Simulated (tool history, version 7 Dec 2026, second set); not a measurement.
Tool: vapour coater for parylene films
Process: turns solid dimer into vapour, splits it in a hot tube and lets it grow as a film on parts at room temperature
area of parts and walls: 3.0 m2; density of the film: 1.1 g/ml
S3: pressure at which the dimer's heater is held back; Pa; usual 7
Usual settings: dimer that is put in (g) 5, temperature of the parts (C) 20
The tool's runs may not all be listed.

run 1 hour=0 | dimer_that_is_put_in_(g)=5 temperature_of_the_parts_(C)=20 S3=7 | thickness_of_the_film_(um)=0.82
run 2 hour=37.5 | dimer_that_is_put_in_(g)=5 temperature_of_the_parts_(C)=20 S3=7 | thickness_of_the_film_(um)=0.83
run 3 hour=65.4 | dimer_that_is_put_in_(g)=5 temperature_of_the_parts_(C)=20 S3=7 | thickness_of_the_film_(um)=0.813
run 4 hour=96.5 | dimer_that_is_put_in_(g)=5 temperature_of_the_parts_(C)=20 S3=7 | thickness_of_the_film_(um)=0.824
run 5 hour=133.9 | dimer_that_is_put_in_(g)=5 temperature_of_the_parts_(C)=20 S3=7 | thickness_of_the_film_(um)=0.807
-- hour=150.6 table's thermometer calibrated
run 6 hour=187.9 | dimer_that_is_put_in_(g)=5 temperature_of_the_parts_(C)=20 S3=7 | thickness_of_the_film_(um)=0.829
run 7 hour=214.6 | dimer_that_is_put_in_(g)=5 temperature_of_the_parts_(C)=20 S3=7 | thickness_of_the_film_(um)=0.81
run 8 hour=262 | dimer_that_is_put_in_(g)=5 temperature_of_the_parts_(C)=20 S3=7 | thickness_of_the_film_(um)=0.797
run 9 hour=289.4 | dimer_that_is_put_in_(g)=6 temperature_of_the_parts_(C)=20 S3=7 | thickness_of_the_film_(um)=0.963
run 10 hour=317.4 | dimer_that_is_put_in_(g)=5 temperature_of_the_parts_(C)=20 S3=7 | thickness_of_the_film_(um)=0.799
run 11 hour=358.9 | dimer_that_is_put_in_(g)=5 temperature_of_the_parts_(C)=20 S3=7 | thickness_of_the_film_(um)=0.798
run 12 hour=383.5 | dimer_that_is_put_in_(g)=5 temperature_of_the_parts_(C)=20 S3=7 | thickness_of_the_film_(um)=0.779
run 13 hour=413.7 | dimer_that_is_put_in_(g)=5 temperature_of_the_parts_(C)=20 S3=7 | thickness_of_the_film_(um)=0.79
run 14 hour=441 | dimer_that_is_put_in_(g)=5 temperature_of_the_parts_(C)=24 S3=7 | thickness_of_the_film_(um)=0.717
run 15 hour=473.9 | dimer_that_is_put_in_(g)=8 temperature_of_the_parts_(C)=24 S3=7 | thickness_of_the_film_(um)=1.122
run 16 hour=527.4 | dimer_that_is_put_in_(g)=8 temperature_of_the_parts_(C)=24 S3=7 | thickness_of_the_film_(um)=1.11
-- hour=552.6 trap's valve overhauled
run 17 hour=557.1 | dimer_that_is_put_in_(g)=8 temperature_of_the_parts_(C)=24 S3=7 | thickness_of_the_film_(um)=1.299
run 18 hour=585.2 | dimer_that_is_put_in_(g)=8 temperature_of_the_parts_(C)=24 S3=7 | thickness_of_the_film_(um)=1.294
run 19 hour=636.6 | dimer_that_is_put_in_(g)=4 temperature_of_the_parts_(C)=20 S3=7 | thickness_of_the_film_(um)=0.686
run 20 hour=694.7 | dimer_that_is_put_in_(g)=4 temperature_of_the_parts_(C)=20 S3=7 | thickness_of_the_film_(um)=0.693
run 21 hour=752.5 | dimer_that_is_put_in_(g)=4 temperature_of_the_parts_(C)=20 S3=7 | thickness_of_the_film_(um)=0.689
run 22 hour=793.4 | dimer_that_is_put_in_(g)=5 temperature_of_the_parts_(C)=20 S3=7 | thickness_of_the_film_(um)=0.847
run 23 hour=828.2 | dimer_that_is_put_in_(g)=5 temperature_of_the_parts_(C)=25 S3=7 | thickness_of_the_film_(um)=0.741
run 24 hour=877.9 | dimer_that_is_put_in_(g)=5 temperature_of_the_parts_(C)=31 S3=7 | thickness_of_the_film_(um)=0.646
run 25 hour=910.8 | dimer_that_is_put_in_(g)=5 temperature_of_the_parts_(C)=19 S3=5.15 | thickness_of_the_film_(um)=0.898
run 26 hour=947.3 | dimer_that_is_put_in_(g)=5 temperature_of_the_parts_(C)=19 S3=5.15 | thickness_of_the_film_(um)=0.905
run 27 hour=983.6 | dimer_that_is_put_in_(g)=5 temperature_of_the_parts_(C)=23 S3=4.11 | thickness_of_the_film_(um)=0.837
run 28 hour=1020.3 | dimer_that_is_put_in_(g)=5 temperature_of_the_parts_(C)=23 S3=4.11 | thickness_of_the_film_(um)=0.852
run 29 hour=1058.4 | dimer_that_is_put_in_(g)=5 temperature_of_the_parts_(C)=23 S3=4.11 | thickness_of_the_film_(um)=0.825
run 30 hour=1087.7 | dimer_that_is_put_in_(g)=2 temperature_of_the_parts_(C)=22 S3=4.11 | thickness_of_the_film_(um)=0.343
run 31 hour=1121 | dimer_that_is_put_in_(g)=3 temperature_of_the_parts_(C)=22 S3=4.11 | thickness_of_the_film_(um)=0.515
run 32 hour=1169.6 | dimer_that_is_put_in_(g)=3 temperature_of_the_parts_(C)=22 S3=4.11 | thickness_of_the_film_(um)=0.504
run 33 hour=1208 | dimer_that_is_put_in_(g)=4 temperature_of_the_parts_(C)=23 S3=7.09 | thickness_of_the_film_(um)=0.587
run 34 hour=1257.5 | dimer_that_is_put_in_(g)=5 temperature_of_the_parts_(C)=20 S3=6.19 | thickness_of_the_film_(um)=0.78
run 35 hour=1307.2 | dimer_that_is_put_in_(g)=5 temperature_of_the_parts_(C)=20 S3=6.19 | thickness_of_the_film_(um)=0.793
run 36 hour=1332.2 | dimer_that_is_put_in_(g)=3 temperature_of_the_parts_(C)=20 S3=5.26 | thickness_of_the_film_(um)=0.492
-- hour=1386 trap's valve overhauled
run 37 hour=1386 | dimer_that_is_put_in_(g)=5 temperature_of_the_parts_(C)=22 S3=7 | thickness_of_the_film_(um)=0.843
run 38 hour=1434.9 | dimer_that_is_put_in_(g)=6 temperature_of_the_parts_(C)=31 S3=3.01 | thickness_of_the_film_(um)=0.969
run 39 hour=1478 | dimer_that_is_put_in_(g)=5 temperature_of_the_parts_(C)=29 S3=3.01 | thickness_of_the_film_(um)=0.826
run 40 hour=1529.4 | dimer_that_is_put_in_(g)=3 temperature_of_the_parts_(C)=20 S3=5.6 | thickness_of_the_film_(um)=0.535
run 41 hour=1568.4 | dimer_that_is_put_in_(g)=6 temperature_of_the_parts_(C)=20 S3=2.67 | thickness_of_the_film_(um)=1.26
run 42 hour=1617.4 | dimer_that_is_put_in_(g)=6 temperature_of_the_parts_(C)=20 S3=2.67 | thickness_of_the_film_(um)=1.241
-- hour=1649.1 table's thermometer calibrated
run 43 hour=1669.1 | dimer_that_is_put_in_(g)=5 temperature_of_the_parts_(C)=20 S3=5.96 | thickness_of_the_film_(um)=0.884

4 ways to go on from here, each from the tool as it stands after run 43. What would each give?
run A hour=1719.6 | dimer_that_is_put_in_(g)=2 temperature_of_the_parts_(C)=18 S3=10.46 | thickness_of_the_film_(um)=?
run B hour=1719.6 | dimer_that_is_put_in_(g)=4 temperature_of_the_parts_(C)=12 S3=7 | thickness_of_the_film_(um)=?
run C hour=1719.6 | dimer_that_is_put_in_(g)=9 temperature_of_the_parts_(C)=20 S3=3.52 | thickness_of_the_film_(um)=?
run D hour=1719.6 | dimer_that_is_put_in_(g)=5 temperature_of_the_parts_(C)=15 S3=5.96 | thickness_of_the_film_(um)=?

run=A thickness_of_the_film_(um)=0.32
run=B thickness_of_the_film_(um)=0.81
run=C thickness_of_the_film_(um)=1.751
run=D thickness_of_the_film_(um)=0.978
Without the tool's hidden state the same runs would have given:
run=A thickness_of_the_film_(um)=0.342
run=B thickness_of_the_film_(um)=0.865
run=C thickness_of_the_film_(um)=1.872
run=D thickness_of_the_film_(um)=1.046

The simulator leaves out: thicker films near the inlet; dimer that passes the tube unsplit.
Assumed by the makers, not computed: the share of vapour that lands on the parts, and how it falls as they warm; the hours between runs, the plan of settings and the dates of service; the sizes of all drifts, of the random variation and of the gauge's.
